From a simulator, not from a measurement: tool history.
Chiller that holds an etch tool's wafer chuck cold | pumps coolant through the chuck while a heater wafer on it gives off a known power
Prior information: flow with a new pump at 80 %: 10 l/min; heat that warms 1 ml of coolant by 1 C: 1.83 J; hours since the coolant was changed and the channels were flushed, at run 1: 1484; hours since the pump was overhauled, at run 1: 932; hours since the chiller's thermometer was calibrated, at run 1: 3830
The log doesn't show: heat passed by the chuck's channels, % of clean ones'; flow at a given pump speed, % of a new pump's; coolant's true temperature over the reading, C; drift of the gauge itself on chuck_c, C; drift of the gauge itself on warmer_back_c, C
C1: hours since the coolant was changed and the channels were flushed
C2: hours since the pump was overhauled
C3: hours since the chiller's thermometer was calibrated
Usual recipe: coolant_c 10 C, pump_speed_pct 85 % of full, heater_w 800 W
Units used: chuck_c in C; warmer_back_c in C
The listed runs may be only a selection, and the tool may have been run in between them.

{"run": 1, "day": 0.0, "coolant_c": 10, "pump_speed_pct": 85, "heater_w": 800, "C1": 1484, "C2": 932, "C3": 3830, "chuck_c": 15.8, "warmer_back_c": 2.45}
{"run": 2, "day": 0.683, "coolant_c": 10, "pump_speed_pct": 94, "heater_w": 800, "C1": 1500, "C2": 949, "C3": 3846, "chuck_c": 15.1, "warmer_back_c": 2.27}
{"run": 3, "day": 1.967, "coolant_c": 10, "pump_speed_pct": 85, "heater_w": 800, "C1": 1531, "C2": 980, "C3": 3877, "chuck_c": 15.6, "warmer_back_c": 2.49}
{"run": 4, "day": 3.354, "coolant_c": 10, "pump_speed_pct": 85, "heater_w": 800, "C1": 1564, "C2": 1013, "C3": 3910, "chuck_c": 15.7, "warmer_back_c": 2.54}
{"run": 5, "day": 4.471, "coolant_c": 10, "pump_speed_pct": 85, "heater_w": 800, "C1": 1591, "C2": 1040, "C3": 3937, "chuck_c": 15.8, "warmer_back_c": 2.49}
{"run": 6, "day": 5.75, "coolant_c": 10, "pump_speed_pct": 90, "heater_w": 800, "C1": 1622, "C2": 1070, "C3": 3968, "chuck_c": 15.3, "warmer_back_c": 2.3}
{"run": 7, "day": 6.95, "coolant_c": 5, "pump_speed_pct": 85, "heater_w": 800, "C1": 1651, "C2": 1099, "C3": 3997, "chuck_c": 10.6, "warmer_back_c": 2.47}
{"run": 8, "day": 7.779, "coolant_c": 5, "pump_speed_pct": 85, "heater_w": 800, "C1": 1671, "C2": 1119, "C3": 4017, "chuck_c": 10.7, "warmer_back_c": 2.44}
{"run": 9, "day": 8.904, "coolant_c": 2, "pump_speed_pct": 85, "heater_w": 800, "C1": 1698, "C2": 1146, "C3": 4044, "chuck_c": 7.7, "warmer_back_c": 2.42}
{"run": 10, "day": 9.821, "coolant_c": 2, "pump_speed_pct": 85, "heater_w": 800, "C1": 1720, "C2": 1168, "C3": 4066, "chuck_c": 7.8, "warmer_back_c": 2.49}

Expected results for the next run?
{"run": 11, "day": 10.771, "coolant_c": 6, "pump_speed_pct": 85, "heater_w": 800, "C1": 1742, "C2": 1191, "C3": 4088, "chuck_c": "?", "warmer_back_c": "?"}

{"run 11": {"chuck_c": 11.7, "warmer_back_c": 2.47}}
Had the tool carried no hidden state, the very same run would have given chuck_c 11.7 C, warmer_back_c 2.47 C.
